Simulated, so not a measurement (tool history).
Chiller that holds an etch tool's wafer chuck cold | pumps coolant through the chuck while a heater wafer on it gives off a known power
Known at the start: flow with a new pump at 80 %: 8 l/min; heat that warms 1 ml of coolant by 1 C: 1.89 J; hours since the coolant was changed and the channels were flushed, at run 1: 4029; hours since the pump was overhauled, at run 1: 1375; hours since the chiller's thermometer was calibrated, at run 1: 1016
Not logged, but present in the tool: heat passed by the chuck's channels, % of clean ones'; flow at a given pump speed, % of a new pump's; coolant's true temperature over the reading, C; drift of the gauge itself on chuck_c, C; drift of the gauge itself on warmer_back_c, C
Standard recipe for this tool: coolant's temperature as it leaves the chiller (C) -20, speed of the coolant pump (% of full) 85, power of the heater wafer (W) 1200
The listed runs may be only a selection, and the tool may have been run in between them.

| run | hour | coolant's temperature as it leaves the chiller (C) | speed of the coolant pump (% of full) | power of the heater wafer (W) | hours since the coolant was changed and the channels were flushed | hours since the pump was overhauled | hours since the chiller's thermometer was calibrated | chuck's temperature once it has settled (C) | how much warmer the coolant comes back (C) |
|---|---|---|---|---|---|---|---|---|---|
| 1 | 0.0 | -20 | 85 | 1200 | 4029 | 1375 | 1016 | -9.0 | 4.64 |
| 2 | 121.5 | -20 | 85 | 1360 | 4151 | 1497 | 1137 | -7.5 | 5.20 |
| 3 | 215.0 | -20 | 85 | 1360 | 4244 | 1590 | 1231 | -7.5 | 5.27 |
| 4 | 412.8 | -20 | 85 | 1200 | 4442 | 1788 | 1428 | -8.9 | 4.67 |
| 5 | 594.9 | -20 | 85 | 1200 | 4624 | 1970 | 1611 | -9.0 | 4.71 |
| 6 | 696.7 | -20 | 85 | 1200 | 4726 | 2072 | 1712 | -8.9 | 4.69 |
| 7 | 879.3 | -20 | 85 | 1200 | 4908 | 2255 | 1895 | -8.7 | 4.66 |
|  | 971.2 | coolant changed, channels flushed |
| 8 | 1015.0 | -20 | 85 | 1200 | 44 | 2384 | 2025 | -10.8 | 4.71 |
| 9 | 1166.2 | -20 | 85 | 1200 | 195 | 2536 | 2176 | -10.7 | 4.78 |
| 10 | 1314.0 | -20 | 85 | 1200 | 343 | 2683 | 2324 | -10.6 | 4.75 |
| 11 | 1441.5 | -20 | 85 | 1200 | 470 | 2811 | 2451 | -10.5 | 4.79 |
| 12 | 1539.1 | -20 | 68 | 1200 | 568 | 2908 | 2549 | -9.1 | 5.94 |
| 13 | 1629.1 | -20 | 68 | 1200 | 658 | 2998 | 2639 | -9.3 | 6.02 |
|  | 1642.7 | chiller's thermometer calibrated |
| 14 | 1755.2 | -20 | 92 | 1200 | 783 | 3124 | 113 | -10.6 | 4.41 |
| 15 | 1873.4 | -20 | 92 | 1200 | 901 | 3242 | 231 | -10.4 | 4.53 |
| 16 | 2022.8 | -27 | 85 | 1200 | 1051 | 3391 | 380 | -17.0 | 4.86 |
| 17 | 2218.8 | -18 | 85 | 1200 | 1247 | 3587 | 576 | -7.8 | 4.90 |
| 18 | 2360.0 | -25 | 85 | 1200 | 1388 | 3728 | 717 | -14.8 | 4.92 |
| 19 | 2528.0 | -27 | 85 | 1493 | 1556 | 3896 | 885 | -14.1 | 6.14 |
| 20 | 2640.6 | -27 | 85 | 1493 | 1668 | 4009 | 998 | -14.1 | 6.12 |
| 21 | 2794.3 | -28 | 98 | 1561 | 1822 | 4163 | 1152 | -15.7 | 5.59 |
| 22 | 2919.4 | -14 | 81 | 1200 | 1947 | 4288 | 1277 | -3.2 | 5.28 |
| 23 | 3087.3 | -14 | 81 | 1200 | 2115 | 4456 | 1445 | -3.1 | 5.17 |

Forecast run 24:
| 24 | 3195.8 | -13 | 81 | 821 | 2224 | 4564 | 1553 | ? | ? |

{"run 24": {"chuck's temperature once it has settled (C)": -5.8, "how much warmer the coolant comes back (C)": 3.54}}
Were there no unlogged condition in the tool, this run, its random variation unchanged, would have produced chuck's temperature once it has settled (C) -6.4, how much warmer the coolant comes back (C) 3.17.

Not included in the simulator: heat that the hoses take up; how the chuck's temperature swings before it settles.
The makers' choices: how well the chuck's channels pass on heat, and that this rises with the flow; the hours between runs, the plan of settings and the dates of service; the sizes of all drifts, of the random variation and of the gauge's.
